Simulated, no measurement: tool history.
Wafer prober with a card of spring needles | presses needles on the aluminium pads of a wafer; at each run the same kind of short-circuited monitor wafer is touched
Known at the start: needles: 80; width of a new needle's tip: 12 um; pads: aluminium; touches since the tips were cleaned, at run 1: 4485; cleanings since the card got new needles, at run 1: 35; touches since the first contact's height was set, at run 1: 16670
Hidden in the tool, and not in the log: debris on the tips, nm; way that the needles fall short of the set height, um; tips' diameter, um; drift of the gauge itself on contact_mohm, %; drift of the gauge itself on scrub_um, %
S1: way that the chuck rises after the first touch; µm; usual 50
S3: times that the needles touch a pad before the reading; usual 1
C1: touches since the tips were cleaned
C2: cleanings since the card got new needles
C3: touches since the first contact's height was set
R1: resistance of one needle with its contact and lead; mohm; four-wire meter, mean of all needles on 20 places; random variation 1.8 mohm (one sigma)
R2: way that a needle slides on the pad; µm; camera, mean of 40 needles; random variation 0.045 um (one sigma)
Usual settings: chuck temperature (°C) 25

{"run": 1, "hour": 0.0, "S1": 50, "chuck temperature (°C)": 25, "S3": 1, "C1": 4485, "C2": 35, "C3": 16670, "R1": 240, "R2": 9.64}
{"hour": 2.6, "done": "tips cleaned on abrasive film"}
{"hour": 13.4, "done": "tips cleaned on abrasive film"}
{"run": 2, "hour": 17.5, "S1": 50, "chuck temperature (°C)": 25, "S3": 1, "C1": 2138, "C2": 37, "C3": 25630, "R1": 231, "R2": 9.56}
{"hour": 25.3, "done": "tips cleaned on abrasive film"}
{"run": 3, "hour": 31.2, "S1": 50, "chuck temperature (°C)": 25, "S3": 1, "C1": 3088, "C2": 38, "C3": 32702, "R1": 241, "R2": 9.59}
{"hour": 37.3, "done": "tips cleaned on abrasive film"}
{"hour": 47.9, "done": "tips cleaned on abrasive film"}
{"run": 4, "hour": 50.1, "S1": 50, "chuck temperature (°C)": 25, "S3": 1, "C1": 1148, "C2": 40, "C3": 42369, "R1": 211, "R2": 9.56}
{"hour": 58.8, "done": "tips cleaned on abrasive film"}
{"run": 5, "hour": 66.7, "S1": 50, "chuck temperature (°C)": 25, "S3": 1, "C1": 4058, "C2": 41, "C3": 50904, "R1": 243, "R2": 9.48}
{"hour": 70.4, "done": "tips cleaned on abrasive film"}
{"hour": 81.0, "done": "tips cleaned on abrasive film"}
{"run": 6, "hour": 81.0, "S1": 50, "chuck temperature (°C)": 25, "S3": 1, "C1": 0, "C2": 43, "C3": 58241, "R1": 194, "R2": 9.37}
{"hour": 92.3, "done": "tips cleaned on abrasive film"}
{"run": 7, "hour": 99.4, "S1": 50, "chuck temperature (°C)": 25, "S3": 1, "C1": 3651, "C2": 44, "C3": 67694, "R1": 248, "R2": 9.47}
{"hour": 103.7, "done": "tips cleaned on abrasive film"}
{"run": 8, "hour": 107.9, "S1": 50, "chuck temperature (°C)": 25, "S3": 3, "C1": 2135, "C2": 45, "C3": 72034, "R1": 200, "R2": 9.43}
{"hour": 115.2, "done": "tips cleaned on abrasive film"}
{"hour": 126.4, "done": "tips cleaned on abrasive film"}
{"run": 9, "hour": 127.3, "S1": 50, "chuck temperature (°C)": 28, "S3": 3, "C1": 427, "C2": 47, "C3": 81982, "R1": 191, "R2": 9.41}
{"run": 10, "hour": 136.3, "S1": 50, "chuck temperature (°C)": 28, "S3": 3, "C1": 5085, "C2": 47, "C3": 86640, "R1": 209, "R2": 9.31}
{"hour": 137.5, "done": "tips cleaned on abrasive film"}
{"run": 11, "hour": 146.2, "S1": 50, "chuck temperature (°C)": 28, "S3": 3, "C1": 4546, "C2": 48, "C3": 91763, "R1": 210, "R2": 9.34}
{"hour": 148.6, "done": "tips cleaned on abrasive film"}
{"hour": 160.6, "done": "tips cleaned on abrasive film"}
{"run": 12, "hour": 165.2, "S1": 50, "chuck temperature (°C)": 25, "S3": 1, "C1": 2343, "C2": 50, "C3": 101458, "R1": 242, "R2": 9.35}
{"hour": 172.7, "done": "tips cleaned on abrasive film"}
{"hour": 173.0, "done": "height of the first contact set anew"}
{"run": 13, "hour": 181.2, "S1": 58, "chuck temperature (°C)": 25, "S3": 1, "C1": 4211, "C2": 51, "C3": 4211, "R1": 228, "R2": 11.27}
{"hour": 185.0, "done": "tips cleaned on abrasive film"}
{"run": 14, "hour": 190.8, "S1": 58, "chuck temperature (°C)": 25, "S3": 1, "C1": 3018, "C2": 52, "C3": 9144, "R1": 226, "R2": 11.29}
{"hour": 196.6, "done": "tips cleaned on abrasive film"}
{"run": 15, "hour": 202.0, "S1": 50, "chuck temperature (°C)": 25, "S3": 2, "C1": 2815, "C2": 53, "C3": 14920, "R1": 214, "R2": 9.71}
{"hour": 207.3, "done": "tips cleaned on abrasive film"}
{"hour": 218.2, "done": "tips cleaned on abrasive film"}
{"run": 16, "hour": 221.5, "S1": 50, "chuck temperature (°C)": 25, "S3": 2, "C1": 1694, "C2": 55, "C3": 24879, "R1": 206, "R2": 9.61}
{"hour": 230.1, "done": "tips cleaned on abrasive film"}
{"run": 17, "hour": 238.1, "S1": 50, "chuck temperature (°C)": 25, "S3": 2, "C1": 4185, "C2": 56, "C3": 33472, "R1": 227, "R2": 9.66}
{"hour": 241.7, "done": "tips cleaned on abrasive film"}
{"hour": 252.8, "done": "tips cleaned on abrasive film"}
{"run": 18, "hour": 255.2, "S1": 50, "chuck temperature (°C)": 25, "S3": 2, "C1": 1238, "C2": 58, "C3": 42197, "R1": 200, "R2": 9.52}
{"hour": 264.9, "done": "tips cleaned on abrasive film"}
{"run": 19, "hour": 267.2, "S1": 59, "chuck temperature (°C)": 25, "S3": 1, "C1": 1203, "C2": 59, "C3": 48371, "R1": 211, "R2": 11.22}
{"hour": 275.7, "done": "tips cleaned on abrasive film"}
{"run": 20, "hour": 277.0, "S1": 34, "chuck temperature (°C)": 25, "S3": 2, "C1": 697, "C2": 60, "C3": 53418, "R1": 208, "R2": 6.41}
{"hour": 287.5, "done": "tips cleaned on abrasive film"}
{"run": 21, "hour": 288.5, "S1": 34, "chuck temperature (°C)": 25, "S3": 2, "C1": 549, "C2": 61, "C3": 59307, "R1": 212, "R2": 6.41}
{"hour": 298.8, "done": "tips cleaned on abrasive film"}
{"run": 22, "hour": 307.9, "S1": 70, "chuck temperature (°C)": 25, "S3": 1, "C1": 4702, "C2": 62, "C3": 69289, "R1": 220, "R2": 13.34}
{"hour": 310.9, "done": "tips cleaned on abrasive film"}
{"hour": 321.4, "done": "tips cleaned on abrasive film"}
{"run": 23, "hour": 321.6, "S1": 40, "chuck temperature (°C)": 25, "S3": 2, "C1": 81, "C2": 64, "C3": 76296, "R1": 193, "R2": 7.44}
{"hour": 332.4, "done": "tips cleaned on abrasive film"}
{"run": 24, "hour": 336.6, "S1": 40, "chuck temperature (°C)": 25, "S3": 2, "C1": 2152, "C2": 65, "C3": 83997, "R1": 229, "R2": 7.45}
{"hour": 343.3, "done": "tips cleaned on abrasive film"}
{"hour": 354.8, "done": "tips cleaned on abrasive film"}
{"run": 25, "hour": 354.8, "S1": 50, "chuck temperature (°C)": 35, "S3": 1, "C1": 42, "C2": 67, "C3": 93364, "R1": 198, "R2": 9.32}
{"hour": 366.6, "done": "tips cleaned on abrasive film"}
{"run": 26, "hour": 367.5, "S1": 62, "chuck temperature (°C)": 40, "S3": 1, "C1": 494, "C2": 68, "C3": 99892, "R1": 199, "R2": 11.58}
{"hour": 377.3, "done": "tips cleaned on abrasive film"}
{"hour": 379.4, "done": "height of the first contact set anew"}
{"run": 27, "hour": 382.7, "S1": 50, "chuck temperature (°C)": 25, "S3": 1, "C1": 2637, "C2": 69, "C3": 1722, "R1": 241, "R2": 9.68}
{"hour": 389.4, "done": "tips cleaned on abrasive film"}
{"run": 28, "hour": 399.2, "S1": 50, "chuck temperature (°C)": 53, "S3": 1, "C1": 5079, "C2": 70, "C3": 10182, "R1": 266, "R2": 9.67}
{"hour": 400.4, "done": "tips cleaned on abrasive film"}
{"hour": 411.2, "done": "tips cleaned on abrasive film"}
{"run": 29, "hour": 412.5, "S1": 50, "chuck temperature (°C)": 53, "S3": 1, "C1": 665, "C2": 72, "C3": 16987, "R1": 212, "R2": 9.6}
{"hour": 421.8, "done": "tips cleaned on abrasive film"}
{"run": 30, "hour": 431.6, "S1": 69, "chuck temperature (°C)": 25, "S3": 2, "C1": 5085, "C2": 73, "C3": 26823, "R1": 210, "R2": 13.31}
{"hour": 432.5, "done": "tips cleaned on abrasive film"}
{"run": 31, "hour": 441.5, "S1": 69, "chuck temperature (°C)": 25, "S3": 2, "C1": 4663, "C2": 74, "C3": 31927, "R1": 211, "R2": 13.31}
{"hour": 443.1, "done": "tips cleaned on abrasive film"}
{"hour": 455.2, "done": "tips cleaned on abrasive film"}
{"run": 32, "hour": 455.6, "S1": 61, "chuck temperature (°C)": 99, "S3": 1, "C1": 215, "C2": 76, "C3": 39107, "R1": 204, "R2": 11.69}

How the hidden state differs across the entries between the runs, from the last listed run before each to the first after it:
Between runs 1 and 2: tips cleaned on abrasive film (hour 2.6); tips cleaned on abrasive film (hour 13.4)
  debris on the tips, nm: 111.8 -> 83.9; way that the needles fall short of the set height, um: 0.28 -> 0.55; tips' diameter, um: 13.35 -> 13.45
  measured less the result without the state, R1: +56 -> +43 mohm; R2: -0.06 -> -0.10 µm
Between runs 2 and 3: tips cleaned on abrasive film (hour 25.3)
  debris on the tips, nm: 83.9 -> 102.8; way that the needles fall short of the set height, um: 0.55 -> 0.67; tips' diameter, um: 13.45 -> 13.49
  measured less the result without the state, R1: +43 -> +54 mohm; R2: -0.10 -> -0.13 µm
Between runs 3 and 4: tips cleaned on abrasive film (hour 37.3); tips cleaned on abrasive film (hour 47.9)
  debris on the tips, nm: 102.8 -> 56.4; way that the needles fall short of the set height, um: 0.67 -> 0.84; tips' diameter, um: 13.49 -> 13.55
  measured less the result without the state, R1: +54 -> +29 mohm; R2: -0.13 -> -0.17 µm
Between runs 4 and 5: tips cleaned on abrasive film (hour 58.8)
  debris on the tips, nm: 56.4 -> 115.8; way that the needles fall short of the set height, um: 0.84 -> 0.97; tips' diameter, um: 13.55 -> 13.59
  measured less the result without the state, R1: +29 -> +61 mohm; R2: -0.17 -> -0.19 µm
Between runs 5 and 6: tips cleaned on abrasive film (hour 70.4); tips cleaned on abrasive film (hour 81.0)
  debris on the tips, nm: 115.8 -> 13.7; way that the needles fall short of the set height, um: 0.97 -> 1.2; tips' diameter, um: 13.59 -> 13.68
  measured less the result without the state, R1: +61 -> +9 mohm; R2: -0.19 -> -0.23 µm
Between runs 6 and 7: tips cleaned on abrasive film (hour 92.3)
  debris on the tips, nm: 13.7 -> 107.3; way that the needles fall short of the set height, um: 1.2 -> 1.34; tips' diameter, um: 13.68 -> 13.72
  measured less the result without the state, R1: +9 -> +60 mohm; R2: -0.23 -> -0.26 µm
Between runs 7 and 8: tips cleaned on abrasive film (hour 103.7)
  debris on the tips, nm: 107.3 -> 80; way that the needles fall short of the set height, um: 1.34 -> 1.44; tips' diameter, um: 13.72 -> 13.76
  measured less the result without the state, R1: +60 -> +17 mohm; R2: -0.26 -> -0.28 µm
Between runs 8 and 9: tips cleaned on abrasive film (hour 115.2); tips cleaned on abrasive film (hour 126.4)
  debris on the tips, nm: 80 -> 26.4; way that the needles fall short of the set height, um: 1.44 -> 1.71; tips' diameter, um: 13.76 -> 13.85
  measured less the result without the state, R1: +17 -> +6 mohm; R2: -0.28 -> -0.33 µm
Between runs 10 and 11: tips cleaned on abrasive film (hour 137.5)
  debris on the tips, nm: 125.3 -> 119.1; way that the needles fall short of the set height, um: 1.71 -> 1.8; tips' diameter, um: 13.85 -> 13.89
  measured less the result without the state, R1: +25 -> +25 mohm; R2: -0.33 -> -0.35 µm
Between runs 11 and 12: tips cleaned on abrasive film (hour 148.6); tips cleaned on abrasive film (hour 160.6)
  debris on the tips, nm: 119.1 -> 92.1; way that the needles fall short of the set height, um: 1.8 -> 1.98; tips' diameter, um: 13.89 -> 13.95
  measured less the result without the state, R1: +25 -> +54 mohm; R2: -0.35 -> -0.38 µm
Between runs 12 and 13: tips cleaned on abrasive film (hour 172.7); height of the first contact set anew (hour 173.0)
  debris on the tips, nm: 92.1 -> 120.1; way that the needles fall short of the set height, um: 1.98 -> 0; tips' diameter, um: 13.95 -> 13.99
  measured less the result without the state, R1: +54 -> +49 mohm; R2: -0.38 -> +0.00 µm
Between runs 13 and 14: tips cleaned on abrasive film (hour 185.0)
  debris on the tips, nm: 120.1 -> 100.8; way that the needles fall short of the set height, um: 0 -> 0.11; tips' diameter, um: 13.99 -> 14.03
  measured less the result without the state, R1: +49 -> +43 mohm; R2: +0.00 -> -0.02 µm
Between runs 14 and 15: tips cleaned on abrasive film (hour 196.6)
  debris on the tips, nm: 100.8 -> 92; way that the needles fall short of the set height, um: 0.11 -> 0.24; tips' diameter, um: 14.03 -> 14.07
  measured less the result without the state, R1: +43 -> +30 mohm; R2: -0.02 -> -0.04 µm
Between runs 15 and 16: tips cleaned on abrasive film (hour 207.3); tips cleaned on abrasive film (hour 218.2)
  debris on the tips, nm: 92 -> 71.9; way that the needles fall short of the set height, um: 0.24 -> 0.44; tips' diameter, um: 14.07 -> 14.14
  measured less the result without the state, R1: +30 -> +24 mohm; R2: -0.04 -> -0.08 µm
Between runs 16 and 17: tips cleaned on abrasive film (hour 230.1)
  debris on the tips, nm: 71.9 -> 119.9; way that the needles fall short of the set height, um: 0.44 -> 0.58; tips' diameter, um: 14.14 -> 14.19
  measured less the result without the state, R1: +24 -> +40 mohm; R2: -0.08 -> -0.11 µm
Between runs 17 and 18: tips cleaned on abrasive film (hour 241.7); tips cleaned on abrasive film (hour 252.8)
  debris on the tips, nm: 119.9 -> 51.8; way that the needles fall short of the set height, um: 0.58 -> 0.83; tips' diameter, um: 14.19 -> 14.28
  measured less the result without the state, R1: +40 -> +18 mohm; R2: -0.11 -> -0.16 µm
Between runs 18 and 19: tips cleaned on abrasive film (hour 264.9)
  debris on the tips, nm: 51.8 -> 54.5; way that the needles fall short of the set height, um: 0.83 -> 0.95; tips' diameter, um: 14.28 -> 14.32
  measured less the result without the state, R1: +18 -> +25 mohm; R2: -0.16 -> -0.19 µm
Between runs 19 and 20: tips cleaned on abrasive film (hour 275.7)
  debris on the tips, nm: 54.5 -> 29.7; way that the needles fall short of the set height, um: 0.95 -> 1.05; tips' diameter, um: 14.32 -> 14.36
  measured less the result without the state, R1: +25 -> +22 mohm; R2: -0.19 -> -0.21 µm
Between runs 20 and 21: tips cleaned on abrasive film (hour 287.5)
  debris on the tips, nm: 29.7 -> 30; way that the needles fall short of the set height, um: 1.05 -> 1.16; tips' diameter, um: 14.36 -> 14.39
  measured less the result without the state, R1: +22 -> +23 mohm; R2: -0.21 -> -0.23 µm
Between runs 21 and 22: tips cleaned on abrasive film (hour 298.8)
  debris on the tips, nm: 30 -> 122.8; way that the needles fall short of the set height, um: 1.16 -> 1.29; tips' diameter, um: 14.39 -> 14.44
  measured less the result without the state, R1: +23 -> +40 mohm; R2: -0.23 -> -0.25 µm
Between runs 22 and 23: tips cleaned on abrasive film (hour 310.9); tips cleaned on abrasive film (hour 321.4)
  debris on the tips, nm: 122.8 -> 11.2; way that the needles fall short of the set height, um: 1.29 -> 1.56; tips' diameter, um: 14.44 -> 14.54
  measured less the result without the state, R1: +40 -> +7 mohm; R2: -0.25 -> -0.31 µm
Between runs 23 and 24: tips cleaned on abrasive film (hour 332.4)
  debris on the tips, nm: 11.2 -> 83.7; way that the needles fall short of the set height, um: 1.56 -> 1.7; tips' diameter, um: 14.54 -> 14.58
  measured less the result without the state, R1: +7 -> +46 mohm; R2: -0.31 -> -0.33 µm
Between runs 24 and 25: tips cleaned on abrasive film (hour 343.3); tips cleaned on abrasive film (hour 354.8)
  debris on the tips, nm: 83.7 -> 16.4; way that the needles fall short of the set height, um: 1.7 -> 1.89; tips' diameter, um: 14.58 -> 14.65
  measured less the result without the state, R1: +46 -> +12 mohm; R2: -0.33 -> -0.37 µm
Between runs 25 and 26: tips cleaned on abrasive film (hour 366.6)
  debris on the tips, nm: 16.4 -> 27.8; way that the needles fall short of the set height, um: 1.89 -> 2.03; tips' diameter, um: 14.65 -> 14.7
  measured less the result without the state, R1: +12 -> +12 mohm; R2: -0.37 -> -0.39 µm
Between runs 26 and 27: tips cleaned on abrasive film (hour 377.3); height of the first contact set anew (hour 379.4)
  debris on the tips, nm: 27.8 -> 95.4; way that the needles fall short of the set height, um: 2.03 -> 0; tips' diameter, um: 14.7 -> 14.74
  measured less the result without the state, R1: +12 -> +55 mohm; R2: -0.39 -> +0.00 µm
Between runs 27 and 28: tips cleaned on abrasive film (hour 389.4)
  debris on the tips, nm: 95.4 -> 132; way that the needles fall short of the set height, um: 0 -> 0.08; tips' diameter, um: 14.74 -> 14.77
  measured less the result without the state, R1: +55 -> +74 mohm; R2: +0.00 -> -0.01 µm
Between runs 28 and 29: tips cleaned on abrasive film (hour 400.4); tips cleaned on abrasive film (hour 411.2)
  debris on the tips, nm: 132 -> 31.8; way that the needles fall short of the set height, um: 0.08 -> 0.28; tips' diameter, um: 14.77 -> 14.84
  measured less the result without the state, R1: +74 -> +19 mohm; R2: -0.01 -> -0.06 µm
Between runs 29 and 30: tips cleaned on abrasive film (hour 421.8)
  debris on the tips, nm: 31.8 -> 130.6; way that the needles fall short of the set height, um: 0.28 -> 0.36; tips' diameter, um: 14.84 -> 14.87
  measured less the result without the state, R1: +19 -> +28 mohm; R2: -0.06 -> -0.07 µm
Between runs 30 and 31: tips cleaned on abrasive film (hour 432.5)
  debris on the tips, nm: 130.6 -> 123.4; way that the needles fall short of the set height, um: 0.36 -> 0.45; tips' diameter, um: 14.87 -> 14.89
  measured less the result without the state, R1: +28 -> +26 mohm; R2: -0.07 -> -0.09 µm
Between runs 31 and 32: tips cleaned on abrasive film (hour 443.1); tips cleaned on abrasive film (hour 455.2)
  debris on the tips, nm: 123.4 -> 18.9; way that the needles fall short of the set height, um: 0.45 -> 0.66; tips' diameter, um: 14.89 -> 14.97
  measured less the result without the state, R1: +26 -> +8 mohm; R2: -0.09 -> -0.13 µm
